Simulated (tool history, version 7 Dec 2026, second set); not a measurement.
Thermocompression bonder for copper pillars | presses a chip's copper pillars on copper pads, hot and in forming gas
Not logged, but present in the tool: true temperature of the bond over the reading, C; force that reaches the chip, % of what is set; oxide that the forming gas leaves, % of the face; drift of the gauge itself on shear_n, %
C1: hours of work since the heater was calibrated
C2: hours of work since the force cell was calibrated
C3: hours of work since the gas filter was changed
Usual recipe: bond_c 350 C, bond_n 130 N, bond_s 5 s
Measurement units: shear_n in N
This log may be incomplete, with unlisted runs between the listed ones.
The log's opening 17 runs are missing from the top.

Run 18, day 12.779: usual settings; C1 562; C2 30; C3 258. Result: shear_n 54.6 N.
Run 19, day 13.608: usual settings; C1 573; C2 42; C3 270. Result: shear_n 53.7 N.
Run 20, day 14.533: usual settings but bond_c 369 C; C1 586; C2 55; C3 282. Result: shear_n 61.1 N.
At day 15.004: heater calibrated with a thermocouple chip.
Run 21, day 15.575: usual settings but bond_c 369 C; C1 8; C2 68; C3 296. Result: shear_n 63 N.
Run 22, day 16.312: usual settings but bond_c 369 C; C1 18; C2 78; C3 306. Result: shear_n 63.2 N.
At day 17.138: force cell calibrated, once more.
Run 23, day 17.354: usual settings but bond_c 374 C, bond_n 79 N; C1 32; C2 3; C3 320. Result: shear_n 44.7 N.
Run 24, day 18.054: usual settings but bond_c 353 C, bond_n 126 N; C1 42; C2 13; C3 330. Result: shear_n 53.9 N.
At day 18.375: forming gas filter changed.
Run 25, day 19.067: usual settings but bond_c 353 C, bond_n 160 N; C1 56; C2 27; C3 10. Result: shear_n 68.8 N.
Run 26, day 20.046: usual settings but bond_c 334 C, bond_n 113 N, bond_s 4 s; C1 69; C2 40; C3 23. Result: shear_n 43.2 N.
Run 27, day 20.654: usual settings but bond_c 352 C, bond_s 12 s; C1 78; C2 49; C3 32. Result: shear_n 80.8 N.
Run 28, day 21.6: usual settings but bond_c 336 C, bond_n 93 N; C1 91; C2 62; C3 45. Result: shear_n 39.6 N.
Run 29, day 22.542: usual settings but bond_s 11 s; C1 104; C2 75; C3 58. Result: shear_n 75.1 N.
Run 30, day 23.029: usual settings but bond_c 327 C, bond_s 6 s; C1 111; C2 82; C3 65. Result: shear_n 52.7 N.
Run 31, day 23.858: usual settings but bond_c 327 C, bond_s 6 s; C1 122; C2 94; C3 77. Result: shear_n 51.3 N.
Run 32, day 24.404: usual settings but bond_c 327 C, bond_s 6 s; C1 130; C2 101; C3 84. Result: shear_n 52.2 N.

What does the tool deliver on the next run?
Run 33, day 25.425: usual settings but bond_n 142 N; C1 144; C2 115; C3 98. Result: shear_n ?.

{"run 33": {"shear_n": 60.5}}
The same run, on a tool lacking any hidden state, would have yielded shear_n 62.3 N.
